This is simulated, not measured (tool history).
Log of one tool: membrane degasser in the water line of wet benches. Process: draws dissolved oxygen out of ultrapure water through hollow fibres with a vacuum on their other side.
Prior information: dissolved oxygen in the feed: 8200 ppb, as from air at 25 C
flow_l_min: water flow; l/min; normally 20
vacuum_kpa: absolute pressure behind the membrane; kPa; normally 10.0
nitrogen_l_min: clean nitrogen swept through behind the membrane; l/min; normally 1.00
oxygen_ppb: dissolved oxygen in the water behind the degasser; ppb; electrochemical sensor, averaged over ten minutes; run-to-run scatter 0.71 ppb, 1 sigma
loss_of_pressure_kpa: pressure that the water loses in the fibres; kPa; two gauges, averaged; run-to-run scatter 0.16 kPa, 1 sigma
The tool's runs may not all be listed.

run,day,flow_l_min,vacuum_kpa,nitrogen_l_min,oxygen_ppb,loss_of_pressure_kpa
1,0.000,20,10.0,1.00,309.9,50.50
# day 3.975: vacuum gauge calibrated
2,10.783,20,10.0,1.00,318.7,50.43
3,16.596,20,10.0,1.00,317.3,50.44
4,22.008,20,10.0,1.00,319.4,50.79
# day 30.250: vacuum gauge calibrated, once more
5,32.275,20,10.0,1.00,298.7,50.59
6,42.162,20,10.0,1.00,298.7,50.94
7,50.033,20,10.0,1.00,299.3,50.81
8,57.738,20,10.0,1.00,300.4,50.98
9,62.867,20,10.0,1.00,298.9,50.88
10,73.700,20,10.0,1.00,300.9,51.03
11,81.483,20,10.0,1.00,300.8,50.93
12,89.833,20,10.0,1.00,300.7,50.67
13,95.325,20,8.2,1.00,225.4,50.71
14,102.146,20,10.0,1.00,302.0,50.95
15,107.888,25,8.1,0.81,320.5,63.71
16,115.429,18,12.0,0.88,392.8,45.71
17,122.242,20,12.5,0.74,521.7,51.09
18,131.017,23,16.1,0.74,788.9,58.86
19,140.804,23,16.1,0.74,788.4,58.72
20,150.138,23,16.1,0.74,789.0,58.86
21,160.196,23,16.1,0.74,793.4,58.96
22,170.621,23,9.5,0.74,411.6,59.23
23,176.171,24,22.0,0.50,1502.5,61.53
24,183.300,14,24.5,0.82,768.1,35.92
25,194.179,12,9.5,0.88,204.0,30.85
26,204.129,12,9.5,0.88,203.4,30.90
27,209.988,17,10.0,2.95,99.2,43.53

Alternative continuations, all from the tool just after run 27; predict every row:
A,216.346,17,10.0,1.03,?,?
B,216.346,14,11.6,0.78,?,?
C,216.346,20,10.0,1.23,?,?
D,216.346,19,10.0,0.71,?,?

run,oxygen_ppb,loss_of_pressure_kpa
A,259.4,43.42
B,341.1,35.70
C,257.1,51.57
D,391.2,48.70
What these runs would have given with no unlogged condition in the tool:
run,oxygen_ppb,loss_of_pressure_kpa
A,249.1,42.71
B,329.4,35.11
C,247.1,50.73
D,377.2,47.90

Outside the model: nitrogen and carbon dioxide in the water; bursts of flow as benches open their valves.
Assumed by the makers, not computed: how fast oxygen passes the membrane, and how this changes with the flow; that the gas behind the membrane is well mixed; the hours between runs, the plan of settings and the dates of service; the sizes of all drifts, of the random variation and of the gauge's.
